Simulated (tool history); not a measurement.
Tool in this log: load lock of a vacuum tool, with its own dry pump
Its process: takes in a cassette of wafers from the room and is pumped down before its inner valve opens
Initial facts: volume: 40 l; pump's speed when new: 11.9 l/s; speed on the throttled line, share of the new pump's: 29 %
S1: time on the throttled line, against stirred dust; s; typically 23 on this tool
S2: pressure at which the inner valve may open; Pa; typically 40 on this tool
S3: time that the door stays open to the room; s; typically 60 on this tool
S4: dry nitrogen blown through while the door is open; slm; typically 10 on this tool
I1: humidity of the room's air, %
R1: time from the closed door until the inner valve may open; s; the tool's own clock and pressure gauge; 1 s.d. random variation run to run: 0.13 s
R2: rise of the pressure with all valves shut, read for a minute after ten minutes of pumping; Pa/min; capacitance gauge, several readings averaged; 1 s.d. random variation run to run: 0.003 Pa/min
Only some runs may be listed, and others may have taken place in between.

run,hour,S1,S2,S3,S4,I1,R1,R2
1,0,23,40,60,10,43,43.7,0.171
2,131.8,23,40,60,10,48.3,43.6,0.19
3,234,23,40,60,10,47.6,43.4,0.18
4,400.7,23,40,60,10,45.6,43.3,0.186
5,514.9,23,40,60,10,46,43.5,0.181
6,688.8,23,40,60,10,46.9,43.7,0.193
7,845.6,23,46,60,10,46,43.1,0.191
8,997,23,40,60,41,45.1,43.6,0.169
9,1173.5,23,35,60,10,46.8,44.1,0.204
10,1311.9,23,40,60,7,43.6,43.6,0.21
11,1499.2,23,40,60,7,43.1,43.6,0.208
12,1679,28,40,60,7,43.7,47.3,0.219
13,1811,24,40,79,28,43.5,44.6,0.2
14,2036.4,24,59,194,42,43.8,42.9,0.209
15,2130.7,24,59,194,42,42,42.9,0.208
16,2336.3,23,60,60,10,41.1,42.3,0.23
17,2464.9,23,60,60,10,46,42.2,0.232
18,2579.5,30,70,126,11,43.2,46.6,0.249
19,2698.6,40,55,100,11,48.1,54.6,0.253

Same runs, no hidden state in the tool, same run-to-run variation:
The tool's hidden condition here consists of: pump's speed, % of a new pump's; leak at the door's seal, Pa l/s; drift of the gauge itself on ready_s, %; drift of the gauge itself on rise_pa_min, %.
run,R1,R2
1,43,0.048
2,42.9,0.062
3,42.7,0.053
4,42.6,0.054
5,42.8,0.049
6,42.9,0.054
7,42.4,0.052
8,42.9,0.023
9,43.3,0.054
10,42.7,0.057
11,42.7,0.053
12,46.5,0.056
13,43.7,0.034
14,42.1,0.037
15,42.1,0.034
16,41.5,0.051
17,41.3,0.051
18,45.8,0.063
19,53.9,0.064

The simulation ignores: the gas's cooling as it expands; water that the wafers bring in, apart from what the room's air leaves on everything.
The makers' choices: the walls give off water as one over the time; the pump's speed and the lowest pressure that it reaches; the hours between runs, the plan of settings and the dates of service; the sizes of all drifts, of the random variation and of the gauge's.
